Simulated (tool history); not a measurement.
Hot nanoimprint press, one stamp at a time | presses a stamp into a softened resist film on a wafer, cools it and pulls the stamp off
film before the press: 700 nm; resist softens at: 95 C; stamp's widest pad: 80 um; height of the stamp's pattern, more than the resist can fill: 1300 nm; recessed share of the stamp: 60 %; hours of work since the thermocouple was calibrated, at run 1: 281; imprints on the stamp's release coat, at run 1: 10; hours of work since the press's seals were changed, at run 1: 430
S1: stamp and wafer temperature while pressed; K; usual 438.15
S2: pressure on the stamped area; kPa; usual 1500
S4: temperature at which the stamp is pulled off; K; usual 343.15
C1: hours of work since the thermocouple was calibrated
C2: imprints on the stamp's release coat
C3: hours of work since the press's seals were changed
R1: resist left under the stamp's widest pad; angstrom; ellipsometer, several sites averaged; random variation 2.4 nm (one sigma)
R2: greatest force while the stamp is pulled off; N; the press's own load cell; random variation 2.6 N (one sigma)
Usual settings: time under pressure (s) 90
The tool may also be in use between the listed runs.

{"run": 1, "hour": 0.0, "S1": 438.15, "S2": 1500, "time under pressure (s)": 90, "S4": 343.15, "C1": 281, "C2": 10, "C3": 430, "R1": 3979, "R2": 124}
{"run": 2, "hour": 39.5, "S1": 438.15, "S2": 1500, "time under pressure (s)": 90, "S4": 343.15, "C1": 305, "C2": 175, "C3": 454, "R1": 4030, "R2": 133}
{"run": 3, "hour": 71.2, "S1": 438.15, "S2": 1500, "time under pressure (s)": 90, "S4": 343.15, "C1": 325, "C2": 307, "C3": 474, "R1": 3942, "R2": 144}
{"run": 4, "hour": 102.5, "S1": 438.15, "S2": 1500, "time under pressure (s)": 90, "S4": 343.15, "C1": 344, "C2": 438, "C3": 493, "R1": 3994, "R2": 149}
{"hour": 128.8, "done": "stamp cleaned and given a new release coat"}
{"run": 5, "hour": 140.6, "S1": 438.15, "S2": 1500, "time under pressure (s)": 90, "S4": 343.15, "C1": 364, "C2": 49, "C3": 513, "R1": 4002, "R2": 126}
{"run": 6, "hour": 193.7, "S1": 438.15, "S2": 1500, "time under pressure (s)": 90, "S4": 343.15, "C1": 397, "C2": 271, "C3": 546, "R1": 4026, "R2": 134}
{"run": 7, "hour": 241.3, "S1": 438.15, "S2": 1500, "time under pressure (s)": 90, "S4": 343.15, "C1": 426, "C2": 469, "C3": 575, "R1": 4009, "R2": 149}
{"hour": 257.9, "done": "stamp cleaned and given a new release coat"}
{"run": 8, "hour": 313.3, "S1": 438.15, "S2": 1500, "time under pressure (s)": 90, "S4": 343.15, "C1": 467, "C2": 231, "C3": 616, "R1": 4026, "R2": 134}
{"hour": 322.9, "done": "plate thermocouple calibrated"}
{"hour": 387.8, "done": "press's hydraulic seals changed and the load cell set to zero"}
{"hour": 396.9, "done": "stamp cleaned and given a new release coat"}
{"run": 9, "hour": 397.8, "S1": 438.15, "S2": 1500, "time under pressure (s)": 60, "S4": 343.15, "C1": 38, "C2": 3, "C3": 2, "R1": 4573, "R2": 128}
{"run": 10, "hour": 468.9, "S1": 438.15, "S2": 1500, "time under pressure (s)": 90, "S4": 343.15, "C1": 82, "C2": 300, "C3": 46, "R1": 4053, "R2": 139}
{"hour": 514.8, "done": "plate thermocouple calibrated, once more"}
{"run": 11, "hour": 514.8, "S1": 438.15, "S2": 1500, "time under pressure (s)": 90, "S4": 343.15, "C1": 0, "C2": 479, "C3": 73, "R1": 3818, "R2": 151}
{"hour": 528.8, "done": "stamp cleaned and given a new release coat"}
{"run": 12, "hour": 569.9, "S1": 438.15, "S2": 1500, "time under pressure (s)": 90, "S4": 343.15, "C1": 30, "C2": 172, "C3": 103, "R1": 3868, "R2": 133}
{"run": 13, "hour": 615.9, "S1": 438.15, "S2": 1500, "time under pressure (s)": 90, "S4": 343.15, "C1": 59, "C2": 364, "C3": 132, "R1": 3833, "R2": 142}
{"hour": 656.3, "done": "stamp cleaned and given a new release coat"}
{"run": 14, "hour": 670.8, "S1": 438.15, "S2": 1500, "time under pressure (s)": 90, "S4": 348.15, "C1": 89, "C2": 60, "C3": 162, "R1": 3855, "R2": 109}
{"run": 15, "hour": 732.1, "S1": 438.15, "S2": 1460, "time under pressure (s)": 90, "S4": 343.15, "C1": 127, "C2": 316, "C3": 200, "R1": 3902, "R2": 139}
{"hour": 785.6, "done": "stamp cleaned and given a new release coat"}
{"run": 16, "hour": 785.6, "S1": 426.15, "S2": 1090, "time under pressure (s)": 139, "S4": 328.15, "C1": 156, "C2": 0, "C3": 229, "R1": 5159, "R2": 164}
{"run": 17, "hour": 819.4, "S1": 445.15, "S2": 1090, "time under pressure (s)": 139, "S4": 328.15, "C1": 177, "C2": 141, "C3": 250, "R1": 3130, "R2": 166}
{"run": 18, "hour": 868.6, "S1": 445.15, "S2": 1090, "time under pressure (s)": 139, "S4": 328.15, "C1": 208, "C2": 347, "C3": 281, "R1": 3117, "R2": 194}
{"run": 19, "hour": 902.3, "S1": 445.15, "S2": 1090, "time under pressure (s)": 139, "S4": 328.15, "C1": 229, "C2": 487, "C3": 302, "R1": 3126, "R2": 195}
{"hour": 913.2, "done": "stamp cleaned and given a new release coat"}
{"run": 20, "hour": 946.7, "S1": 442.15, "S2": 1090, "time under pressure (s)": 139, "S4": 340.15, "C1": 252, "C2": 139, "C3": 325, "R1": 3447, "R2": 137}
{"run": 21, "hour": 1004.8, "S1": 442.15, "S2": 1090, "time under pressure (s)": 139, "S4": 340.15, "C1": 288, "C2": 382, "C3": 361, "R1": 3408, "R2": 158}
{"hour": 1040.9, "done": "stamp cleaned and given a new release coat"}
{"run": 22, "hour": 1067.9, "S1": 438.15, "S2": 1010, "time under pressure (s)": 90, "S4": 343.15, "C1": 324, "C2": 112, "C3": 397, "R1": 4568, "R2": 135}
{"run": 23, "hour": 1109.1, "S1": 426.15, "S2": 1260, "time under pressure (s)": 141, "S4": 337.15, "C1": 349, "C2": 284, "C3": 422, "R1": 5010, "R2": 162}
{"run": 24, "hour": 1143.7, "S1": 439.15, "S2": 1150, "time under pressure (s)": 141, "S4": 337.15, "C1": 371, "C2": 428, "C3": 443, "R1": 3683, "R2": 166}
{"hour": 1168.3, "done": "stamp cleaned and given a new release coat"}
{"run": 25, "hour": 1196.7, "S1": 441.15, "S2": 1600, "time under pressure (s)": 165, "S4": 341.15, "C1": 400, "C2": 119, "C3": 473, "R1": 2887, "R2": 137}
{"run": 26, "hour": 1263.3, "S1": 438.15, "S2": 1500, "time under pressure (s)": 99, "S4": 340.15, "C1": 441, "C2": 397, "C3": 514, "R1": 3910, "R2": 153}
{"hour": 1296.3, "done": "stamp cleaned and given a new release coat"}
{"run": 27, "hour": 1318.0, "S1": 438.15, "S2": 1440, "time under pressure (s)": 90, "S4": 329.15, "C1": 471, "C2": 91, "C3": 544, "R1": 4071, "R2": 168}
{"run": 28, "hour": 1350.1, "S1": 446.15, "S2": 1600, "time under pressure (s)": 46, "S4": 349.15, "C1": 491, "C2": 225, "C3": 564, "R1": 4017, "R2": 121}

4 ways to go on from here, each from the tool as it stands after run 28. What would each give?
{"hour": 1409.9, "done": "plate thermocouple calibrated"}
{"run": "A", "hour": 1411.7, "S1": 438.15, "S2": 1470, "time under pressure (s)": 135, "S4": 346.15, "C1": 1, "C2": 469, "C3": 600, "R1": "?", "R2": "?"}
{"hour": 1409.9, "done": "plate thermocouple calibrated"}
{"run": "B", "hour": 1411.7, "S1": 434.15, "S2": 1540, "time under pressure (s)": 90, "S4": 343.15, "C1": 1, "C2": 469, "C3": 600, "R1": "?", "R2": "?"}
{"hour": 1409.9, "done": "plate thermocouple calibrated"}
{"run": "C", "hour": 1411.7, "S1": 434.15, "S2": 1500, "time under pressure (s)": 51, "S4": 343.15, "C1": 1, "C2": 469, "C3": 600, "R1": "?", "R2": "?"}
{"hour": 1409.9, "done": "plate thermocouple calibrated"}
{"run": "D", "hour": 1411.7, "S1": 438.15, "S2": 1880, "time under pressure (s)": 90, "S4": 343.15, "C1": 1, "C2": 469, "C3": 600, "R1": "?", "R2": "?"}

run=A R1=3427 R2=138
run=B R1=4295 R2=142
run=C R1=5010 R2=144
run=D R1=3572 R2=148
Without the tool's hidden state the same runs would have given:
run=A R1=3379 R2=114
run=B R1=4242 R2=117
run=C R1=4962 R2=119
run=D R1=3512 R2=122
